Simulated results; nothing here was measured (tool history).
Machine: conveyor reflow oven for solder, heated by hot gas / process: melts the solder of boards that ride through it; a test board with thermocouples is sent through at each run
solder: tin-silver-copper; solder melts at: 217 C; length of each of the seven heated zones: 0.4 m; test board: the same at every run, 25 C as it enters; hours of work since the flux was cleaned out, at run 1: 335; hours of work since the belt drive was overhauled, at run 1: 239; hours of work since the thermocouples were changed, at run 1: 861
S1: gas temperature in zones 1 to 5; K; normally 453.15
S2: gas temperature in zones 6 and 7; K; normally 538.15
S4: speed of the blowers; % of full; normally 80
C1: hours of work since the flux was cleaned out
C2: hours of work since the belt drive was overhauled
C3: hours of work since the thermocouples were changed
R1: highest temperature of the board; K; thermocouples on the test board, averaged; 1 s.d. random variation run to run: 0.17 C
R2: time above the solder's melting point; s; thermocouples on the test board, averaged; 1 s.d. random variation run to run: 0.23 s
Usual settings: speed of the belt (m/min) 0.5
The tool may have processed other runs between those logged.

run 1 hour=0 | S1=453.15 S2=538.15 speed_of_the_belt_(m/min)=0.5 S4=80 | C1=335 C2=239 C3=861 | R1=522.85 R2=71.7
run 2 hour=61.6 | S1=453.15 S2=538.15 speed_of_the_belt_(m/min)=0.5 S4=80 | C1=370 C2=274 C3=896 | R1=522.75 R2=71.3
-- hour=100.7 flux residue cleaned out of gas plates and filters
run 3 hour=123 | S1=453.15 S2=538.15 speed_of_the_belt_(m/min)=0.5 S4=80 | C1=13 C2=306 C3=928 | R1=526.65 R2=76.1
run 4 hour=168 | S1=462.15 S2=538.15 speed_of_the_belt_(m/min)=0.5 S4=80 | C1=38 C2=331 C3=954 | R1=527.85 R2=81.5
run 5 hour=242.6 | S1=462.15 S2=538.15 speed_of_the_belt_(m/min)=0.5 S4=80 | C1=81 C2=374 C3=996 | R1=527.55 R2=81.2
run 6 hour=311.4 | S1=462.15 S2=538.15 speed_of_the_belt_(m/min)=0.5 S4=61 | C1=120 C2=413 C3=1035 | R1=524.15 R2=77.4
run 7 hour=344.3 | S1=462.15 S2=538.15 speed_of_the_belt_(m/min)=0.5 S4=61 | C1=138 C2=431 C3=1054 | R1=523.65 R2=77.5
-- hour=403.8 thermocouples of zones 6 and 7 changed
run 8 hour=414.7 | S1=453.15 S2=531.15 speed_of_the_belt_(m/min)=0.5 S4=80 | C1=177 C2=470 C3=6 | R1=516.85 R2=66.2
run 9 hour=490.9 | S1=453.15 S2=531.15 speed_of_the_belt_(m/min)=0.5 S4=52 | C1=220 C2=514 C3=49 | R1=511.55 R2=56
run 10 hour=565.3 | S1=453.15 S2=531.15 speed_of_the_belt_(m/min)=0.5 S4=52 | C1=263 C2=556 C3=92 | R1=511.25 R2=55.4
run 11 hour=604.5 | S1=453.15 S2=531.15 speed_of_the_belt_(m/min)=0.5 S4=52 | C1=285 C2=578 C3=114 | R1=510.95 R2=55
run 12 hour=666.7 | S1=453.15 S2=538.15 speed_of_the_belt_(m/min)=0.5 S4=80 | C1=320 C2=613 C3=149 | R1=521.95 R2=70.8
run 13 hour=706.6 | S1=453.15 S2=538.15 speed_of_the_belt_(m/min)=0.5 S4=80 | C1=343 C2=636 C3=172 | R1=521.55 R2=70.4
run 14 hour=746 | S1=453.15 S2=552.15 speed_of_the_belt_(m/min)=0.5 S4=80 | C1=365 C2=658 C3=194 | R1=533.35 R2=80.7
run 15 hour=784.5 | S1=453.15 S2=552.15 speed_of_the_belt_(m/min)=0.5 S4=80 | C1=387 C2=680 C3=216 | R1=533.05 R2=80.1
-- hour=795.2 flux residue cleaned out of gas plates and filters
run 16 hour=850.7 | S1=453.15 S2=550.15 speed_of_the_belt_(m/min)=0.5 S4=80 | C1=32 C2=715 C3=251 | R1=535.05 R2=82.5
run 17 hour=900.7 | S1=453.15 S2=550.15 speed_of_the_belt_(m/min)=0.5 S4=80 | C1=60 C2=743 C3=279 | R1=535.15 R2=82.2
run 18 hour=965.9 | S1=450.15 S2=550.15 speed_of_the_belt_(m/min)=0.5 S4=80 | C1=97 C2=780 C3=316 | R1=534.15 R2=80.6
run 19 hour=1000 | S1=450.15 S2=550.15 speed_of_the_belt_(m/min)=0.5 S4=80 | C1=116 C2=800 C3=336 | R1=534.35 R2=80.4
run 20 hour=1058 | S1=453.15 S2=538.15 speed_of_the_belt_(m/min)=0.5 S4=59 | C1=149 C2=833 C3=368 | R1=519.95 R2=68.4
run 21 hour=1113.7 | S1=453.15 S2=538.15 speed_of_the_belt_(m/min)=0.5 S4=59 | C1=181 C2=864 C3=400 | R1=520.05 R2=67.9
run 22 hour=1175 | S1=461.15 S2=534.15 speed_of_the_belt_(m/min)=0.495 S4=57 | C1=216 C2=899 C3=435 | R1=517.85 R2=71.1
run 23 hour=1238.4 | S1=461.15 S2=548.15 speed_of_the_belt_(m/min)=0.473 S4=68 | C1=252 C2=935 C3=471 | R1=532.45 R2=89.1
run 24 hour=1308.2 | S1=461.15 S2=548.15 speed_of_the_belt_(m/min)=0.473 S4=75 | C1=291 C2=975 C3=510 | R1=533.65 R2=90.3
run 25 hour=1346 | S1=440.15 S2=535.15 speed_of_the_belt_(m/min)=0.482 S4=80 | C1=313 C2=996 C3=532 | R1=518.45 R2=64.5
run 26 hour=1393.4 | S1=440.15 S2=535.15 speed_of_the_belt_(m/min)=0.482 S4=80 | C1=340 C2=1023 C3=559 | R1=518.65 R2=64.5
run 27 hour=1433.4 | S1=454.15 S2=535.15 speed_of_the_belt_(m/min)=0.482 S4=80 | C1=362 C2=1046 C3=582 | R1=521.15 R2=73.7
run 28 hour=1469.7 | S1=466.15 S2=546.15 speed_of_the_belt_(m/min)=0.449 S4=66 | C1=383 C2=1066 C3=602 | R1=532.15 R2=97.6
-- hour=1483.9 flux residue cleaned out of gas plates and filters
run 29 hour=1509.2 | S1=453.15 S2=530.15 speed_of_the_belt_(m/min)=0.5 S4=67 | C1=14 C2=1086 C3=622 | R1=516.75 R2=66.4
run 30 hour=1541.1 | S1=453.15 S2=530.15 speed_of_the_belt_(m/min)=0.5 S4=67 | C1=32 C2=1104 C3=640 | R1=516.65 R2=65.9
run 31 hour=1589.4 | S1=453.15 S2=530.15 speed_of_the_belt_(m/min)=0.5 S4=67 | C1=60 C2=1131 C3=667 | R1=516.15 R2=65.5

Each row is a separate what-if for the run after 31, all from the same tool condition, not one after another. Results?
run A hour=1631 | S1=453.15 S2=530.15 speed_of_the_belt_(m/min)=0.514 S4=72 | C1=84 C2=1155 C3=691 | R1=? R2=?
run B hour=1631 | S1=457.15 S2=536.15 speed_of_the_belt_(m/min)=0.5 S4=58 | C1=84 C2=1155 C3=691 | R1=? R2=?
run C hour=1631 | S1=453.15 S2=536.15 speed_of_the_belt_(m/min)=0.5 S4=64 | C1=84 C2=1155 C3=691 | R1=? R2=?

run=A R1=516.65 R2=63.9
run=B R1=520.15 R2=71.4
run=C R1=520.85 R2=70.2
The same runs, with their run-to-run variation unchanged, on a tool lacking any hidden condition would have given:
run=A R1=516.15 R2=62.9
run=B R1=519.65 R2=70.1
run=C R1=520.35 R2=69

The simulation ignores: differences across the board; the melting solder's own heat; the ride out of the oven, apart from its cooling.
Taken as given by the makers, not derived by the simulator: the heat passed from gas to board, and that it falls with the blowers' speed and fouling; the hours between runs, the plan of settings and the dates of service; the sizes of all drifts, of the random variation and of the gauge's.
